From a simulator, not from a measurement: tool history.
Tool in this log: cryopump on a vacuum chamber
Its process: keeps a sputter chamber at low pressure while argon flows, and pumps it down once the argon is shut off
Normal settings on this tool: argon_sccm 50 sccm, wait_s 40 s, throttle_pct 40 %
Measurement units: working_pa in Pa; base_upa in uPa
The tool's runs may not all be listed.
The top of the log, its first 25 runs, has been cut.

| run | hour | argon_sccm | wait_s | throttle_pct | hours of work since the pump was warmed up and emptied | hours of work since the cold head was overhauled | hours of work since the chamber's fittings were tightened | working_pa | base_upa |
|---|---|---|---|---|---|---|---|---|---|
| 26 | 492.7 | 48 | 219 | 52 | 225 | 912 | 827 | 0.1007 | 1.02 |
| 27 | 506.9 | 97 | 181 | 27 | 236 | 923 | 838 | 0.378 | 1.09 |
| 28 | 529.2 | 33 | 155 | 40 | 254 | 941 | 856 | 0.0898 | 1.21 |
| 29 | 541 | 59 | 37 | 53 | 264 | 950 | 866 | 0.1247 | 2.89 |
| 30 | 560.1 | 62 | 216 | 32 | 279 | 966 | 881 | 0.2074 | 1.13 |
| 31 | 577.8 | 50 | 31 | 20 | 293 | 980 | 895 | 0.2625 | 3.24 |
| 32 | 591 | 21 | 283 | 20 | 304 | 990 | 906 | 0.111 | 1.06 |
| 33 | 602.9 | 21 | 283 | 20 | 313 | 1000 | 915 | 0.1101 | 1.05 |
| 34 | 622 | 58 | 33 | 48 | 329 | 1015 | 931 | 0.1389 | 3.21 |

Each row is a separate what-if for the run after 34, all from the same tool condition, not one after another. Results?
|  | 631.8 | pump warmed up, emptied and cooled again |
| A | 637.8 | 95 | 40 | 24 | 5 | 1024 | 939 | ? | ? |
|  | 631.8 | pump warmed up, emptied and cooled again |
| B | 637.8 | 50 | 98 | 40 | 5 | 1024 | 939 | ? | ? |
|  | 631.8 | pump warmed up, emptied and cooled again |
| C | 637.8 | 58 | 190 | 48 | 5 | 1024 | 939 | ? | ? |

| run | working_pa | base_upa |
|---|---|---|
| A | 0.3902 | 2.59 |
| B | 0.1234 | 1.4 |
| C | 0.1203 | 1.02 |
With no hidden state in the tool, these same runs would have given:
| run | working_pa | base_upa |
|---|---|---|
| A | 0.3887 | 2.18 |
| B | 0.1226 | 0.99 |
| C | 0.1194 | 0.6 |
